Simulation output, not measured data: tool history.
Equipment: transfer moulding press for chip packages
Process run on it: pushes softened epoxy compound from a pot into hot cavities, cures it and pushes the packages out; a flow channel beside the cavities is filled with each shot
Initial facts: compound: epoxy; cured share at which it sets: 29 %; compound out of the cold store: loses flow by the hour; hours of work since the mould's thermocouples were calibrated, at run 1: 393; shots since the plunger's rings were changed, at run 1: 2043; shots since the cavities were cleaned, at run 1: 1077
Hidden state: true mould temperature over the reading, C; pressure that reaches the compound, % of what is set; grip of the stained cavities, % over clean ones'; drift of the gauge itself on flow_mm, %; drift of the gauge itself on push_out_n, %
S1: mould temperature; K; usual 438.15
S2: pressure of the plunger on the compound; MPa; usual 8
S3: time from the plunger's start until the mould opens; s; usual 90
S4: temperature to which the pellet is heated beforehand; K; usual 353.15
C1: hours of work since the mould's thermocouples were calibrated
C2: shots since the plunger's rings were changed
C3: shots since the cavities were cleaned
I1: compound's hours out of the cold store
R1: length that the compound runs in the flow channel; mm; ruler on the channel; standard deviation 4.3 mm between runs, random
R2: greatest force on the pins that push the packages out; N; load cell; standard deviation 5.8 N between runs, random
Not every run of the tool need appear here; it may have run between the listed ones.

{"run": 1, "hour": 0.0, "S1": 438.15, "S2": 8, "S3": 90, "S4": 353.15, "C1": 393, "C2": 2043, "C3": 1077, "I1": 42.2, "R1": 474, "R2": 404}
{"hour": 10.0, "done": "cavities cleaned with cleaning compound and waxed"}
{"run": 2, "hour": 20.2, "S1": 438.15, "S2": 8, "S3": 76, "S4": 353.15, "C1": 400, "C2": 2199, "C3": 85, "I1": 38.9, "R1": 494, "R2": 493}
{"run": 3, "hour": 36.9, "S1": 438.15, "S2": 8, "S3": 76, "S4": 353.15, "C1": 407, "C2": 2339, "C3": 225, "I1": 33.5, "R1": 507, "R2": 491}
{"run": 4, "hour": 62.8, "S1": 438.15, "S2": 8, "S3": 90, "S4": 353.15, "C1": 417, "C2": 2555, "C3": 441, "I1": 40.2, "R1": 484, "R2": 444}
{"run": 5, "hour": 85.2, "S1": 438.15, "S2": 8, "S3": 90, "S4": 353.15, "C1": 426, "C2": 2742, "C3": 628, "I1": 21.6, "R1": 538, "R2": 437}
{"hour": 90.3, "done": "cavities cleaned with cleaning compound and waxed, once more"}
{"run": 6, "hour": 111.2, "S1": 438.15, "S2": 8, "S3": 90, "S4": 353.15, "C1": 436, "C2": 2947, "C3": 175, "I1": 11.3, "R1": 577, "R2": 278}
{"run": 7, "hour": 129.2, "S1": 438.15, "S2": 9.41, "S3": 90, "S4": 353.15, "C1": 443, "C2": 3097, "C3": 325, "I1": 17.2, "R1": 604, "R2": 314}
{"hour": 136.2, "done": "mould's thermocouples calibrated"}
{"run": 8, "hour": 142.8, "S1": 438.15, "S2": 8, "S3": 90, "S4": 353.15, "C1": 3, "C2": 3193, "C3": 421, "I1": 26.9, "R1": 522, "R2": 332}
{"run": 9, "hour": 165.8, "S1": 438.15, "S2": 8, "S3": 90, "S4": 353.15, "C1": 12, "C2": 3385, "C3": 613, "I1": 40.5, "R1": 489, "R2": 373}
{"run": 10, "hour": 183.1, "S1": 438.15, "S2": 8, "S3": 90, "S4": 353.15, "C1": 19, "C2": 3530, "C3": 758, "I1": 12, "R1": 571, "R2": 391}
{"run": 11, "hour": 198.3, "S1": 438.15, "S2": 8, "S3": 90, "S4": 353.15, "C1": 25, "C2": 3657, "C3": 885, "I1": 46.5, "R1": 453, "R2": 404}
{"hour": 207.7, "done": "plunger's sealing rings changed"}
{"run": 12, "hour": 218.7, "S1": 445.15, "S2": 8, "S3": 90, "S4": 353.15, "C1": 32, "C2": 92, "C3": 1035, "I1": 10.8, "R1": 597, "R2": 392}
{"hour": 234.0, "done": "cavities cleaned with cleaning compound and waxed"}
{"run": 13, "hour": 238.9, "S1": 445.15, "S2": 8, "S3": 90, "S4": 363.15, "C1": 40, "C2": 247, "C3": 40, "I1": 44.4, "R1": 478, "R2": 219}
{"run": 14, "hour": 259.9, "S1": 445.15, "S2": 8, "S3": 90, "S4": 363.15, "C1": 48, "C2": 423, "C3": 216, "I1": 46.4, "R1": 475, "R2": 280}
{"run": 15, "hour": 278.7, "S1": 442.15, "S2": 9.14, "S3": 116, "S4": 363.15, "C1": 56, "C2": 579, "C3": 372, "I1": 23.9, "R1": 593, "R2": 324}
{"run": 16, "hour": 305.0, "S1": 442.15, "S2": 9.14, "S3": 116, "S4": 363.15, "C1": 67, "C2": 799, "C3": 592, "I1": 24.1, "R1": 584, "R2": 347}
{"run": 17, "hour": 329.4, "S1": 437.15, "S2": 6.99, "S3": 105, "S4": 363.15, "C1": 76, "C2": 1003, "C3": 796, "I1": 46.8, "R1": 456, "R2": 373}
{"run": 18, "hour": 351.5, "S1": 438.15, "S2": 8, "S3": 105, "S4": 353.15, "C1": 85, "C2": 1188, "C3": 981, "I1": 15.4, "R1": 601, "R2": 382}
{"hour": 372.5, "done": "cavities cleaned with cleaning compound and waxed"}
{"run": 19, "hour": 372.5, "S1": 438.15, "S2": 8.61, "S3": 88, "S4": 353.15, "C1": 93, "C2": 1350, "C3": 0, "I1": 15, "R1": 611, "R2": 221}
{"run": 20, "hour": 398.3, "S1": 438.15, "S2": 7.59, "S3": 80, "S4": 362.15, "C1": 104, "C2": 1565, "C3": 215, "I1": 44.3, "R1": 474, "R2": 313}
{"run": 21, "hour": 412.5, "S1": 438.15, "S2": 6.28, "S3": 87, "S4": 362.15, "C1": 109, "C2": 1684, "C3": 334, "I1": 13.3, "R1": 527, "R2": 322}
{"run": 22, "hour": 424.1, "S1": 438.15, "S2": 6.28, "S3": 114, "S4": 358.15, "C1": 114, "C2": 1781, "C3": 431, "I1": 31.9, "R1": 459, "R2": 328}
{"run": 23, "hour": 438.8, "S1": 443.15, "S2": 6.08, "S3": 104, "S4": 346.15, "C1": 120, "C2": 1904, "C3": 554, "I1": 20.1, "R1": 482, "R2": 323}
{"run": 24, "hour": 465.9, "S1": 443.15, "S2": 6.08, "S3": 104, "S4": 346.15, "C1": 131, "C2": 2130, "C3": 780, "I1": 46.9, "R1": 403, "R2": 342}
{"run": 25, "hour": 484.6, "S1": 433.15, "S2": 7.37, "S3": 80, "S4": 353.15, "C1": 138, "C2": 2286, "C3": 936, "I1": 35.3, "R1": 491, "R2": 529}
{"run": 26, "hour": 497.7, "S1": 446.15, "S2": 6.07, "S3": 80, "S4": 353.15, "C1": 144, "C2": 2395, "C3": 1045, "I1": 21.1, "R1": 475, "R2": 366}
{"hour": 511.2, "done": "cavities cleaned with cleaning compound and waxed"}
{"run": 27, "hour": 513.9, "S1": 446.15, "S2": 6.07, "S3": 80, "S4": 344.15, "C1": 150, "C2": 2518, "C3": 22, "I1": 17.4, "R1": 484, "R2": 212}
{"run": 28, "hour": 524.9, "S1": 446.15, "S2": 6.07, "S3": 80, "S4": 344.15, "C1": 154, "C2": 2610, "C3": 114, "I1": 21.9, "R1": 465, "R2": 247}

3 ways to go on from here, each from the tool as it stands after run 28. What would each give?
{"run": "A", "hour": 550.9, "S1": 438.15, "S2": 8, "S3": 76, "S4": 362.15, "C1": 164, "C2": 2827, "C3": 331, "I1": 10.9, "R1": "?", "R2": "?"}
{"run": "B", "hour": 550.9, "S1": 433.15, "S2": 6.07, "S3": 80, "S4": 344.15, "C1": 164, "C2": 2827, "C3": 331, "I1": 28.2, "R1": "?", "R2": "?"}
{"run": "C", "hour": 550.9, "S1": 438.15, "S2": 8, "S3": 90, "S4": 353.15, "C1": 164, "C2": 2827, "C3": 331, "I1": 13.2, "R1": "?", "R2": "?"}

run=A R1=590 R2=362
run=B R1=459 R2=465
run=C R1=581 R2=310
Without the tool's unlogged condition, the same runs would have read:
run=A R1=621 R2=237
run=B R1=484 R2=311
run=C R1=611 R2=202
